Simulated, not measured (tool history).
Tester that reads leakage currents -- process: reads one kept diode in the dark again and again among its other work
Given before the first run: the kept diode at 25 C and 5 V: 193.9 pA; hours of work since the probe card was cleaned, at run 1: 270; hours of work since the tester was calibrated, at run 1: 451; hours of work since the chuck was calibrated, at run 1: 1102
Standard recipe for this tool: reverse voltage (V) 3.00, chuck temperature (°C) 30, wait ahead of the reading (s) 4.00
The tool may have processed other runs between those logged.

| run | hour | reverse voltage (V) | chuck temperature (°C) | wait ahead of the reading (s) | hours of work since the probe card was cleaned | hours of work since the tester was calibrated | hours of work since the chuck was calibrated | current that the tester gives (pA) |
|---|---|---|---|---|---|---|---|---|
| 1 | 0.0 | 3.00 | 30 | 4.00 | 270 | 451 | 1102 | 197.08 |
| 2 | 54.8 | 3.00 | 30 | 4.00 | 296 | 476 | 1127 | 197.69 |
| 3 | 122.3 | 3.00 | 30 | 4.00 | 327 | 507 | 1158 | 197.72 |
| 4 | 188.6 | 1.64 | 30 | 4.00 | 357 | 538 | 1189 | 141.01 |
| 5 | 239.9 | 1.64 | 30 | 4.00 | 381 | 561 | 1212 | 139.57 |
| 6 | 300.0 | 12.00 | 30 | 4.00 | 408 | 589 | 1240 | 424.87 |
| 7 | 337.6 | 12.00 | 30 | 4.00 | 426 | 606 | 1257 | 422.56 |
| 8 | 403.1 | 3.00 | 47 | 4.00 | 456 | 636 | 1287 | 696.73 |
| 9 | 455.5 | 3.00 | 47 | 4.00 | 480 | 661 | 1311 | 692.97 |
| 10 | 501.3 | 3.00 | 47 | 4.00 | 501 | 682 | 1333 | 690.01 |
| 11 | 551.2 | 3.00 | 58 | 4.00 | 524 | 705 | 1355 | 1474.28 |
| 12 | 606.9 | 3.00 | 58 | 4.00 | 550 | 730 | 1381 | 1465.24 |
| 13 | 666.0 | 3.00 | 30 | 0.38 | 577 | 757 | 1408 | 193.89 |
| 14 | 726.3 | 3.00 | 30 | 0.38 | 604 | 785 | 1436 | 192.54 |
| 15 | 771.4 | 3.00 | 27 | 0.38 | 625 | 806 | 1457 | 151.98 |
| 16 | 802.0 | 3.00 | 27 | 0.38 | 639 | 820 | 1471 | 152.22 |
| 17 | 865.2 | 3.00 | 27 | 0.38 | 668 | 849 | 1500 | 151.32 |
|  | 871.9 | probe card cleaned and baked |
| 18 | 914.1 | 3.00 | 30 | 4.00 | 19 | 870 | 1521 | 191.04 |
| 19 | 952.9 | 3.00 | 30 | 4.00 | 37 | 888 | 1539 | 191.20 |
| 20 | 1006.3 | 3.00 | 30 | 4.00 | 62 | 912 | 1563 | 189.93 |
| 21 | 1053.8 | 3.32 | 30 | 0.99 | 84 | 934 | 1585 | 202.52 |
|  | 1065.9 | chuck's temperature calibrated |
| 22 | 1122.7 | 3.32 | 30 | 0.99 | 114 | 965 | 26 | 227.35 |
| 23 | 1170.5 | 11.29 | 30 | 0.38 | 136 | 987 | 48 | 454.26 |
| 24 | 1226.6 | 5.63 | 30 | 5.47 | 162 | 1013 | 74 | 305.16 |
|  | 1246.8 | probe card cleaned and baked, once more |
| 25 | 1291.9 | 5.63 | 30 | 5.47 | 21 | 1041 | 103 | 297.07 |
| 26 | 1319.2 | 5.63 | 30 | 5.47 | 33 | 1054 | 115 | 297.99 |
| 27 | 1374.5 | 13.83 | 30 | 5.98 | 59 | 1079 | 141 | 494.95 |

What does the tool deliver on the next run?
| 28 | 1403.8 | 13.83 | 30 | 5.98 | 72 | 1093 | 154 | ? |

{"run 28": {"current that the tester gives (pA)": 493.85}}
On a tool with no hidden condition, and with the same random variation, this run would have come out at current that the tester gives (pA) 511.22.

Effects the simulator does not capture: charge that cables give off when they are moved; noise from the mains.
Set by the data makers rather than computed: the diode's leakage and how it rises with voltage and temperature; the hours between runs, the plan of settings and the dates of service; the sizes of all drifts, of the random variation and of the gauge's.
